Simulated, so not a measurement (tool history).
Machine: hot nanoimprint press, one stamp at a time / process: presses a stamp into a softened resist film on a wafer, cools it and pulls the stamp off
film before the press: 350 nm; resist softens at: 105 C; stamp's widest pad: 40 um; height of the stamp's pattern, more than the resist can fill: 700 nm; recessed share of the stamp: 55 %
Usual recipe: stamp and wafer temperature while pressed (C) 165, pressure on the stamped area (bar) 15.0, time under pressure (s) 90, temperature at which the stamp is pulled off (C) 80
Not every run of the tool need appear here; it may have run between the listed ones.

| run | hour | stamp and wafer temperature while pressed (C) | pressure on the stamped area (bar) | time under pressure (s) | temperature at which the stamp is pulled off (C) | resist left under the stamp's widest pad (Å) | greatest force while the stamp is pulled off (N) |
|---|---|---|---|---|---|---|---|
| 1 | 0.0 | 165 | 15.0 | 90 | 80 | 2024 | 181 |
| 2 | 6.3 | 165 | 15.0 | 90 | 80 | 2021 | 177 |
| 3 | 14.3 | 165 | 15.0 | 90 | 80 | 2028 | 183 |
| 4 | 21.1 | 165 | 15.0 | 90 | 80 | 2027 | 182 |
| 5 | 27.4 | 165 | 15.7 | 90 | 80 | 2000 | 187 |
| 6 | 32.3 | 165 | 15.0 | 90 | 88 | 2030 | 139 |
| 7 | 41.9 | 165 | 15.0 | 90 | 88 | 2036 | 141 |
|  | 51.7 | stamp cleaned and given a new release coat |
| 8 | 58.2 | 165 | 15.0 | 90 | 81 | 2022 | 172 |
| 9 | 65.6 | 165 | 15.0 | 90 | 81 | 2022 | 175 |
| 10 | 74.9 | 165 | 15.0 | 90 | 81 | 2023 | 178 |
| 11 | 83.3 | 165 | 15.5 | 90 | 81 | 2002 | 174 |
| 12 | 88.9 | 165 | 15.5 | 90 | 81 | 2001 | 175 |
| 13 | 96.5 | 165 | 15.5 | 90 | 81 | 2008 | 173 |
| 14 | 103.1 | 165 | 15.5 | 90 | 81 | 1997 | 171 |
| 15 | 108.9 | 165 | 15.5 | 90 | 81 | 2001 | 176 |
| 16 | 117.2 | 165 | 16.9 | 121 | 78 | 1752 | 186 |
| 17 | 127.2 | 165 | 20.9 | 161 | 78 | 1426 | 189 |
| 18 | 133.0 | 154 | 15.0 | 103 | 75 | 2599 | 199 |
| 19 | 142.4 | 154 | 15.0 | 103 | 75 | 2596 | 203 |
| 20 | 147.5 | 157 | 15.0 | 72 | 69 | 2634 | 237 |
| 21 | 156.3 | 157 | 15.0 | 72 | 69 | 2635 | 243 |
| 22 | 163.0 | 157 | 15.0 | 72 | 69 | 2631 | 238 |
| 23 | 171.4 | 165 | 15.0 | 63 | 80 | 2258 | 182 |
| 24 | 182.5 | 165 | 15.0 | 65 | 80 | 2237 | 179 |
| 25 | 187.7 | 163 | 11.2 | 65 | 80 | 2558 | 177 |
| 26 | 193.3 | 165 | 15.0 | 117 | 81 | 1859 | 172 |
| 27 | 199.2 | 172 | 15.0 | 117 | 81 | 1497 | 173 |
| 28 | 204.8 | 176 | 15.0 | 166 | 88 | 1144 | 135 |
| 29 | 210.3 | 176 | 15.0 | 166 | 88 | 1148 | 134 |

Each row is a separate what-if for the run after 29, all from the same tool condition, not one after another. Results?
| A | 218.3 | 164 | 15.0 | 166 | 88 | ? | ? |
| B | 218.3 | 175 | 19.9 | 166 | 82 | ? | ? |
| C | 218.3 | 165 | 15.0 | 134 | 73 | ? | ? |
| D | 218.3 | 176 | 15.0 | 166 | 82 | ? | ? |
| E | 218.3 | 174 | 18.2 | 97 | 88 | ? | ? |

| run | resist left under the stamp's widest pad (Å) | greatest force while the stamp is pulled off (N) |
|---|---|---|
| A | 1689 | 137 |
| B | 1034 | 169 |
| C | 1767 | 215 |
| D | 1139 | 166 |
| E | 1391 | 131 |
Stripped of hidden state, with their random variation kept, the same runs would have yielded:
| run | resist left under the stamp's widest pad (Å) | greatest force while the stamp is pulled off (N) |
|---|---|---|
| A | 1693 | 137 |
| B | 1036 | 168 |
| C | 1770 | 214 |
| D | 1141 | 165 |
| E | 1393 | 131 |

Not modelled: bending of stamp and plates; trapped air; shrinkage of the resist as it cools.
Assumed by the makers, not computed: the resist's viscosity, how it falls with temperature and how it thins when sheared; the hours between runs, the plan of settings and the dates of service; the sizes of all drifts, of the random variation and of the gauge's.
